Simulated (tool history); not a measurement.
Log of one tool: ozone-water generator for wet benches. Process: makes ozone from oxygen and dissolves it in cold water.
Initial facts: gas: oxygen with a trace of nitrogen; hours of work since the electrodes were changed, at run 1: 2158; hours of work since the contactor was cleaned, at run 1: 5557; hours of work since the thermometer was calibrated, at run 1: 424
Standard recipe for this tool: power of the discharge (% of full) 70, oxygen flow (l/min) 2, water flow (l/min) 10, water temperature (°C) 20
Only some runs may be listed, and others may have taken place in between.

run	hour	power of the discharge (% of full)	oxygen flow (l/min)	water flow (l/min)	water temperature (°C)	hours of work since the electrodes were changed	hours of work since the contactor was cleaned	hours of work since the thermometer was calibrated	dissolved ozone (ppm)	ozone in the gas ahead of the water (g/m3)
1	0	70	2	10	20	2158	5557	424	10.3	148.4
2	37.2	70	2	10	20	2191	5590	457	10.3	146.6
3	102.2	70	2	12	20	2249	5648	514	8.3	147.8
4	174.8	70	2	10	14	2313	5712	579	11.1	146.8
5	210.2	70	2	10	13	2344	5744	610	11.4	148.6
6	294.2	70	2	10	13	2419	5818	684	11.4	147.5
7	331.2	70	2	10	13	2451	5851	717	11.2	146.1
8	391.4	70	2	10	26	2505	5904	771	9.5	146.9
9	459.8	70	2	10	26	2565	5965	831	9.4	147.8
10	532.3	70	2	14	20	2630	6029	895	7	146.4
11	575.1	70	2	14	20	2668	6067	933	7	146.9
12	658.2	70	2	14	20	2741	6140	1007	6.9	144.9
13	721.5	70	2.22	10	20	2797	6197	1063	10.3	141.5
14	805.8	70	2.22	10	20	2872	6271	1138	10.4	139
15	891.8	70	2.22	10	20	2948	6347	1214	10.3	139.3
16	976.6	70	2.22	10	20	3023	6423	1289	10.4	137.2
17	1012	70	2	10	20	3055	6454	1321	10.1	145.3
18	1064.1	70	1.23	6	20	3101	6500	1367	15.7	179.2
19	1105.9	68	2.09	10	20	3138	6537	1404	10	139.3
20	1143.1	42	2	15	13	3171	6570	1437	5	105.8
21	1189.7	42	1.42	15	13	3212	6612	1478	4.5	124.9
22	1262.3	42	1.42	15	13	3277	6676	1542	4.5	124.7
23	1309.9	70	1.42	15	19	3319	6718	1585	5.7	169.7
24	1374.4	86	2	13	26	3376	6775	1642	7.9	164.2
25	1415.3	47	1.25	12	23	3412	6811	1678	5.6	140
26	1465	84	1.25	12	20	3456	6855	1722	8	199.4
27	1528.8	84	1.25	12	20	3513	6912	1778	8	199
28	1578.6	84	1.25	12	20	3557	6956	1823	8	199.4
29	1635.3	84	1.25	12	20	3607	7006	1873	8.2	200.5
30	1677.3	97	1.51	6	22	3644	7044	1910	18.6	200.6
31	1757.5	70	2	13	13	3715	7115	1981	8.2	145
32	1792.6	83	1.15	13	13	3747	7146	2012	7.3	205
33	1874.5	83	1.16	13	13	3819	7218	2085	7.3	202.6

Below are 3 alternative next runs, each starting from the tool's condition after run 33. Predict each:
A	1937.6	70	2	11	20	3875	7274	2141	?	?
B	1937.6	70	2	10	24	3875	7274	2141	?	?
C	1937.6	70	2	7	20	3875	7274	2141	?	?

run	dissolved ozone (ppm)	ozone in the gas ahead of the water (g/m3)
A	9	145.7
B	9.3	146.9
C	14.1	146.9
Without the tool's unlogged condition, the same runs would have read:
run	dissolved ozone (ppm)	ozone in the gas ahead of the water (g/m3)
A	10.1	150.8
B	10.5	152.1
C	15.7	152.1
